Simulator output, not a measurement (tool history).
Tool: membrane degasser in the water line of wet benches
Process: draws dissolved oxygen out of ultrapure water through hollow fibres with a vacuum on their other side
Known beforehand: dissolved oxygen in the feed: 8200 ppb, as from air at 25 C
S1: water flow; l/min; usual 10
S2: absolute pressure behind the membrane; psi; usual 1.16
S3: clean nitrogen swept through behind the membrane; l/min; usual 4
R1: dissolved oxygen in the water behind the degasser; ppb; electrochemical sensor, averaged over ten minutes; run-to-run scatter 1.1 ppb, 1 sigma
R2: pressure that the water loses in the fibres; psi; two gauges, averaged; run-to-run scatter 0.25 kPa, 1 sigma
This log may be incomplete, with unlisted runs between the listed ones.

| run | hour | S1 | S2 | S3 | R1 | R2 |
|---|---|---|---|---|---|---|
| 1 | 0 | 10 | 1.16 | 4 | 115 | 9.661 |
| 2 | 105.6 | 10 | 0.933 | 4 | 104.6 | 9.729 |
| 3 | 195.6 | 10 | 0.933 | 4 | 106.1 | 9.726 |
| 4 | 278.2 | 10 | 2.384 | 4 | 170.4 | 9.655 |
| 5 | 370.7 | 10 | 2.384 | 2.44 | 221 | 9.778 |
| 6 | 484.9 | 10 | 1.16 | 4 | 118.7 | 9.709 |

For run 7, what comes out?
| 7 | 613 | 10 | 1.16 | 4 | ? | ? |

R1: 115.3 ppb
R2: 9.693 psi
Had the tool carried no hidden state, the very same run would have given R1 105.7 ppb, R2 9.499 psi.
